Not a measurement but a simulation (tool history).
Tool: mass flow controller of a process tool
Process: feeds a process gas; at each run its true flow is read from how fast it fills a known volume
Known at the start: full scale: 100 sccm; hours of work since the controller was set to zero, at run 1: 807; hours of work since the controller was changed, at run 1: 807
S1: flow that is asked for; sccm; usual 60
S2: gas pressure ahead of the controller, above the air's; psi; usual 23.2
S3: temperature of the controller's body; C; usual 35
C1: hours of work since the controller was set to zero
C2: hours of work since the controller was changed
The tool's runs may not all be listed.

{"run": 1, "hour": 0.0, "S1": 60, "S2": 23.2, "S3": 35, "C1": 807, "C2": 807, "true flow (%)": 98.44}
{"run": 2, "hour": 222.1, "S1": 60, "S2": 23.2, "S3": 35, "C1": 983, "C2": 983, "true flow (%)": 98.21}
{"run": 3, "hour": 688.3, "S1": 60, "S2": 23.2, "S3": 35, "C1": 1354, "C2": 1354, "true flow (%)": 97.94}
{"run": 4, "hour": 972.6, "S1": 60, "S2": 23.2, "S3": 35, "C1": 1580, "C2": 1580, "true flow (%)": 97.83}
{"run": 5, "hour": 1224.7, "S1": 60, "S2": 23.2, "S3": 35, "C1": 1781, "C2": 1781, "true flow (%)": 97.67}
{"hour": 1260.6, "done": "controller's zero set anew"}
{"run": 6, "hour": 1526.2, "S1": 60, "S2": 23.2, "S3": 25, "C1": 211, "C2": 2020, "true flow (%)": 97.72}
{"run": 7, "hour": 1777.2, "S1": 20, "S2": 27.4, "S3": 20, "C1": 411, "C2": 2220, "true flow (%)": 94.88}
{"run": 8, "hour": 2165.1, "S1": 47, "S2": 36.4, "S3": 35, "C1": 719, "C2": 2528, "true flow (%)": 96.32}
{"run": 9, "hour": 2602.5, "S1": 47, "S2": 36.4, "S3": 35, "C1": 1067, "C2": 2876, "true flow (%)": 96.07}
{"run": 10, "hour": 2948.5, "S1": 24, "S2": 23.2, "S3": 20, "C1": 1342, "C2": 3151, "true flow (%)": 94.67}
{"run": 11, "hour": 3340.5, "S1": 41, "S2": 33.9, "S3": 21, "C1": 1654, "C2": 3463, "true flow (%)": 95.82}
{"hour": 3649.2, "done": "controller's zero set anew, once more"}
{"run": 12, "hour": 3723.2, "S1": 41, "S2": 33.9, "S3": 31, "C1": 59, "C2": 3767, "true flow (%)": 97.41}

4 ways to go on from here, each from the tool as it stands after run 12. What would each give?
{"run": "A", "hour": 4193.0, "S1": 60, "S2": 29.7, "S3": 27, "C1": 432, "C2": 4140, "true flow (%)": "?"}
{"run": "B", "hour": 4193.0, "S1": 41, "S2": 33.9, "S3": 29, "C1": 432, "C2": 4140, "true flow (%)": "?"}
{"run": "C", "hour": 4193.0, "S1": 60, "S2": 24.7, "S3": 35, "C1": 432, "C2": 4140, "true flow (%)": "?"}
{"run": "D", "hour": 4193.0, "S1": 61, "S2": 22.9, "S3": 33, "C1": 432, "C2": 4140, "true flow (%)": "?"}

run=A true_flow_(%)=97.66
run=B true_flow_(%)=97.32
run=C true_flow_(%)=97.47
run=D true_flow_(%)=97.66
Without the tool's hidden state the same runs would have given:
run=A true_flow_(%)=99.08
run=B true_flow_(%)=98.80
run=C true_flow_(%)=98.89
run=D true_flow_(%)=99.07

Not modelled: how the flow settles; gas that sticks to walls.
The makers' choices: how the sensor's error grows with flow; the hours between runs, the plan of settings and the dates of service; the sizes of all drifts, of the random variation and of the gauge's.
